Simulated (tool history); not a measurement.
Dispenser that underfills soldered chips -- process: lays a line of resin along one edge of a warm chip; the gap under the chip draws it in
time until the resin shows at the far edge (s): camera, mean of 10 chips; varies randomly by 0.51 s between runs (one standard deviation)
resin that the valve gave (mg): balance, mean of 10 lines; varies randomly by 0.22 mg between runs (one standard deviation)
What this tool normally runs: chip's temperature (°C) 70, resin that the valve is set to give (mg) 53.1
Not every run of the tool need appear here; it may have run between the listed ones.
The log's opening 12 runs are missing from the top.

run   hour  chip's temperature (°C)  resin that the valve is set to give (mg)  hours of work since the syringe was changed  hours of work since the valve was cleaned  hours of work since the stage was calibrated  time until the resin shows at the far edge (s)  resin that the valve gave (mg)
 13   50.3                       56                                      57.1                                            5                                          5                                            77                                            98.4                           56.92
      52.5  -- new syringe of resin
 14   52.9                       56                                      57.1                                            0                                          7                                            78                                            65.3                           57.08
 15     56                       56                                      49.6                                            2                                          9                                            80                                            79.8                           49.43
 16   61.1                       56                                      49.6                                            6                                         12                                            84                                           108.5                           49.04
      62.1  -- new syringe of resin
 17   63.7                       56                                      49.6                                            1                                         14                                            85                                            72.2                           49.27
 18   67.9                       56                                      49.6                                            4                                         17                                            88                                            91.9                           49.08
      71.5  -- new syringe of resin
 19   72.6                       56                                      49.6                                            1                                         20                                            91                                              71                           49.14
 20     78                       62                                      53.1                                            4                                         23                                            95                                            76.8                           52.19
      81.2  -- new syringe of resin
 21   82.2                       83                                      48.7                                            1                                         26                                            97                                            30.8                           48.11
 22   85.2                       83                                      57.5                                            3                                         28                                            99                                              35                           56.39
 23   88.1                       84                                      51.6                                            5                                         30                                           101                                            40.8                           50.45
      90.9  -- new syringe of resin
 24     93                       84                                      51.6                                            1                                         33                                           104                                            29.7                           50.73
 25   97.3                       84                                      51.6                                            4                                         36                                           107                                            39.1                           50.44
 26    100                       84                                      51.6                                            6                                         38                                           109                                            45.7                           50.59
     100.6  -- new syringe of resin
 27  105.6                       73                                      56.6                                            3                                         41                                           113                                            49.9                            55.2
 28  109.6                       73                                      56.6                                            6                                         44                                           115                                            61.8                            55.6
     110.2  -- new syringe of resin
 29  113.2                       83                                      56.7                                            2                                         46                                           118                                            32.5                           55.23
 30  118.2                       70                                        62                                            5                                         50                                           121                                            63.2                           60.08
     119.9  -- new syringe of resin
 31  121.4                       70                                      55.8                                            1                                         52                                           123                                            44.2                           53.89
 32  123.9                       82                                      57.9                                            3                                         53                                           125                                            34.2                           55.98
 33  126.4                       82                                      57.9                                            4                                         55                                           126                                            41.1                           56.35
     129.7  -- new syringe of resin
 34  129.8                       61                                      57.4                                            0                                         57                                           128                                            54.1                           55.54
 35  134.1                       76                                      65.1                                            3                                         60                                           131                                            43.3                           62.65

Forecast each of these 4 alternatives for the next run:
  A  138.2                       79                                      50.7                                            6                                         63                                           134                                               ?                               ?
  B  138.2                       67                                      63.9                                            6                                         63                                           134                                               ?                               ?
  C  138.2                       70                                      49.7                                            6                                         63                                           134                                               ?                               ?
  D  138.2                       70                                      53.7                                            6                                         63                                           134                                               ?                               ?

run  time until the resin shows at the far edge (s)  resin that the valve gave (mg)
  A                                            52.2                           48.91
  B                                            71.6                           61.38
  C                                            67.8                           47.71
  D                                            67.9                           51.54
With no hidden state in the tool, these same runs would have given:
run  time until the resin shows at the far edge (s)  resin that the valve gave (mg)
  A                                            32.3                           50.86
  B                                            44.5                           63.83
  C                                            41.7                           49.61
  D                                              42                            53.6
